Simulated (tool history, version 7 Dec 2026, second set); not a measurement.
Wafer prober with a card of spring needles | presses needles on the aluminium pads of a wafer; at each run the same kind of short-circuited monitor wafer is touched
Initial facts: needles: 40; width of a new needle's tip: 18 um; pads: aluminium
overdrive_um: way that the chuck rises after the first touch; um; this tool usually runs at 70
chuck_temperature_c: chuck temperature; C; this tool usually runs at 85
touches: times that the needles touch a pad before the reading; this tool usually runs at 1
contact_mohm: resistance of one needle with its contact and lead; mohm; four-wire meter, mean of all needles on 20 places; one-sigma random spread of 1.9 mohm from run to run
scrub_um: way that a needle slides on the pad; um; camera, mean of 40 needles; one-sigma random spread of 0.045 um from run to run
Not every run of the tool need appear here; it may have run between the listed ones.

run   hour  overdrive_um  chuck_temperature_c  touches  contact_mohm  scrub_um
  1      0            70                   85        1           298     17.25
  2    5.5            79                   85        1           286     19.49
  3   15.6            79                   85        1           303      19.4
  4   24.9            70                   93        1           342      17.3
      27.5  -- tips cleaned on abrasive film
  5   35.3            70                   93        1           262      17.1
  6   40.1            70                   93        1           281     17.21
  7   46.3            70                   93        1           299     17.25
  8   55.1            70                   85        3           250     17.25
  9   62.1            70                   52        3           248     17.25
 10   72.7            70                   52        3           254     17.22
      73.6  -- tips cleaned on abrasive film
 11   82.1            70                   52        3           218      17.2
 12   90.7            70                   52        3           229      17.2
 13  101.7            70                   38        3           239     17.13
 14  109.7            70                   66        1           333     17.33
 15  114.7            70                   57        1           337     17.25
     119.4  -- tips cleaned on abrasive film
 16  125.2            70                   57        1           247     17.23
 17  133.3            70                   57        1           278     17.16
     134.3  -- height of the first contact set anew
 18  142.6            70                   57        1           304     17.08
 19  147.8            70                   57        1           315     17.03
 20  157.6            53                   57        2           345     12.85
       166  -- tips cleaned on abrasive film
 21  167.2            53                   57        2           226     12.81
 22  172.3            79                   79        1           239     19.33
 23  177.9            70                   85        2           244     16.94
 24  183.1            83                   85        1           259     20.29
 25  191.1            83                   85        1           284     20.27
     196.1  -- height of the first contact set anew, once more
 26  199.2            83                   85        1           289     20.54
 27  207.5            83                   85        1           299     20.57
     212.2  -- tips cleaned on abrasive film
 28  218.3            84                   51        2           215     20.88
 29  222.9            84                   51        2           223     20.82
 30  229.9            84                   51        2           236     20.83
 31  236.8            76                   29        1           286     18.84
 32  241.8            76                   29        1           295     18.77
 33  250.7            83                   49        1           297     20.65
 34  255.7            83                   49        1           303     20.58

Pick out some run-to-run changes in contact_mohm. Of each, how much would a tool without hidden state show as well, from the settings, what came in and chance, and how much is left for the hidden state and any gauge scatter not in both results compared?
Hidden state at play: debris on the tips, nm; way that the needles fall short of the set height, um; tips' diameter, um; drift of the gauge itself on contact_mohm, %; drift of the gauge itself on scrub_um, %.
Run 13 -> 14: chuck_temperature_c 38 -> 66, touches 3 -> 1. contact_mohm +94 mohm: hidden state +84, all else +10.
Run 15 -> 16: tips cleaned on abrasive film. contact_mohm -90 mohm: hidden state -92, all else +2.
Run 20 -> 21: tips cleaned on abrasive film. contact_mohm -119 mohm: hidden state -119, all else +0.
